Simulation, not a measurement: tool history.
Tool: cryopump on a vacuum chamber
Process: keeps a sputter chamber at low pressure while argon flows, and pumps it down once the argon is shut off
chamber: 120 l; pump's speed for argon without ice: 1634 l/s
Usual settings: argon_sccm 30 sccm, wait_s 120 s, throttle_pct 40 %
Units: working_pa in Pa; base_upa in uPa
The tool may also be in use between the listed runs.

run	day	argon_sccm	wait_s	throttle_pct	working_pa	base_upa
1	0.000	30	120	40	0.0786	0.50
2	0.550	30	120	40	0.0773	0.53
3	1.033	30	120	40	0.0782	0.47
4	1.562	30	26	40	0.0799	1.50
5	2.508	30	26	40	0.0782	1.45
6	2.996	30	26	40	0.0786	1.54
7	4.029	30	26	26	0.1204	1.46
8	4.962	30	120	40	0.0783	0.56
9	5.708	30	120	56	0.0571	0.56
10	6.442	26	120	40	0.0691	0.56
11	6.992	57	69	15	0.3945	0.67
12	7.500	57	69	15	0.3974	0.75
13	8.279	30	120	53	0.0597	0.58
14	8.746	28	120	20	0.1471	0.60
15	9.525	30	55	42	0.0760	0.94

Hidden state or all else? Some run-to-run changes of working_pa, split into what the settings, what came in and random variation would give without the hidden state, and what is left for the hidden state (with any gauge scatter that isn't in both results):
The hidden state here: pump's speed, % of a pump's without ice; cold plate's temperature, K; leak into the chamber, uPa l/s; drift of the gauge itself on working_pa, %; drift of the gauge itself on base_upa, %.
Run 10 -> 11: argon_sccm 26 -> 57, wait_s 120 -> 69, throttle_pct 40 -> 15. working_pa +0.3254 Pa: hidden state +0.0016, all else +0.3238.
Run 12 -> 13: argon_sccm 57 -> 30, wait_s 69 -> 120, throttle_pct 15 -> 53. working_pa -0.3377 Pa: hidden state -0.0015, all else -0.3362.
